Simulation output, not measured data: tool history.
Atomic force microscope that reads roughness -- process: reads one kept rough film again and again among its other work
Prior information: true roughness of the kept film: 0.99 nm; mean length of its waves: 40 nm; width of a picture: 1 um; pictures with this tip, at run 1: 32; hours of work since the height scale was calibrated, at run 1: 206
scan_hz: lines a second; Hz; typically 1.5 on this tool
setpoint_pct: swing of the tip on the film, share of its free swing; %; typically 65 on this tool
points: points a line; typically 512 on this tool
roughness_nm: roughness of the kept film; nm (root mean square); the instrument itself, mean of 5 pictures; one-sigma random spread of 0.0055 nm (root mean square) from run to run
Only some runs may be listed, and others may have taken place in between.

run,day,scan_hz,setpoint_pct,points,pictures with this tip,hours of work since the height scale was calibrated,roughness_nm
1,0,1.5,65,512,32,206,0.93
2,2.292,1.5,65,512,91,238,0.918
3,4.129,1.5,65,431,139,264,0.913
4,6.179,1.5,65,431,192,292,0.913
5,7.479,1.5,65,431,226,310,0.901
# day 9.312: new tip fitted
6,9.446,1.5,65,431,4,337,0.938
7,11.354,1.5,65,431,53,364,0.924
8,13.071,1.5,65,431,98,388,0.917
9,15.075,1.5,65,320,150,415,0.901
10,17.346,1.5,65,512,209,447,0.905
11,19.329,0.58,65,512,260,474,0.919
# day 19.867: new tip fitted
12,21.383,1.5,65,381,39,503,0.94
13,23.654,1.69,65,512,98,534,0.903
14,25.833,1.69,65,512,155,565,0.912
15,27.35,1,66,417,194,586,0.93
16,28.367,1,66,417,221,600,0.916
17,30.033,1.5,86,512,264,623,0.827
# day 30.417: new tip fitted
18,32.562,1.5,86,512,56,658,0.849
19,34.417,1.5,86,512,104,684,0.856
20,36.208,1.99,60,536,151,708,0.919
21,38.358,1.99,60,536,206,738,0.914
# day 40.883: new tip fitted
22,40.904,1.99,56,903,0,773,0.943
23,42.425,1.99,56,903,40,795,0.952

Alternative continuations, all from the tool just after run 23; predict every row:
A,44.912,1.5,83,685,104,829,?
B,44.912,1.5,64,1006,104,829,?
C,44.912,0.74,68,507,104,829,?

run,roughness_nm
A,0.869
B,0.928
C,0.944
Take away the tool's hidden state, keep each run's random variation, and the runs would have read:
run,roughness_nm
A,0.873
B,0.932
C,0.949

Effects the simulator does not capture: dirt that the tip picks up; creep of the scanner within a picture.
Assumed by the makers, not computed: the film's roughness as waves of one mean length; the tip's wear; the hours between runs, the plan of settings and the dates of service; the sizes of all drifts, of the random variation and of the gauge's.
